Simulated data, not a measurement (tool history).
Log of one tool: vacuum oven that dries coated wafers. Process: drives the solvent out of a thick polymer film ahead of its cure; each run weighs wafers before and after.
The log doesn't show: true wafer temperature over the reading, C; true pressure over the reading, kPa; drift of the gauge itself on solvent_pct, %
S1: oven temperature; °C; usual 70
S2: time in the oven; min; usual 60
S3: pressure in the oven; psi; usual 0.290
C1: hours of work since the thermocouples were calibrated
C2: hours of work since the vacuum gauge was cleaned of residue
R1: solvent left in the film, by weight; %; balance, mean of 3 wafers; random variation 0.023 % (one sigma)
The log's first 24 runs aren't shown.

run,hour,S1,S2,S3,C1,C2,R1
25,349.4,62,60,0.290,407,403,6.94
26,364.7,75,95,0.305,414,410,1.77
27,377.6,75,105,0.305,420,415,1.59
28,390.7,73,60,0.988,425,421,5.66
29,409.9,73,60,0.290,434,429,3.56
30,430.4,74,91,0.290,443,438,1.98
31,447.7,74,60,0.290,451,446,3.26
32,462.9,75,82,0.290,457,453,2.03
33,474.0,62,66,0.840,462,458,8.67
34,490.7,62,86,0.447,469,465,6.05
35,501.8,62,86,0.447,474,470,6.08
36,521.0,74,50,0.313,483,478,4.02
37,533.2,74,50,0.313,488,484,3.97
38,548.7,74,50,0.313,495,491,4.02
39,558.2,77,60,0.290,499,495,2.53
40,575.5,70,75,0.234,507,502,3.31
41,592.0,70,36,0.386,514,510,6.82
42,607.3,70,36,0.386,521,517,6.79
43,620.4,61,68,0.511,527,522,7.51
44,630.8,61,68,0.511,531,527,7.57
45,649.0,61,68,0.511,539,535,7.57
46,665.8,67,61,0.274,547,542,5.12

Forecast each of these 5 alternatives for the next run:
A,679.8,63,39,0.274,553,548,?
B,679.8,70,101,0.290,553,548,?
C,679.8,64,51,0.319,553,548,?
D,679.8,67,35,0.274,553,548,?
E,679.8,80,76,0.429,553,548,?

run,R1
A,8.16
B,2.54
C,7.05
D,7.45
E,1.78
Without the tool's hidden state the same runs would have given:
run,R1
A,8.37
B,2.66
C,7.28
D,7.68
E,1.85
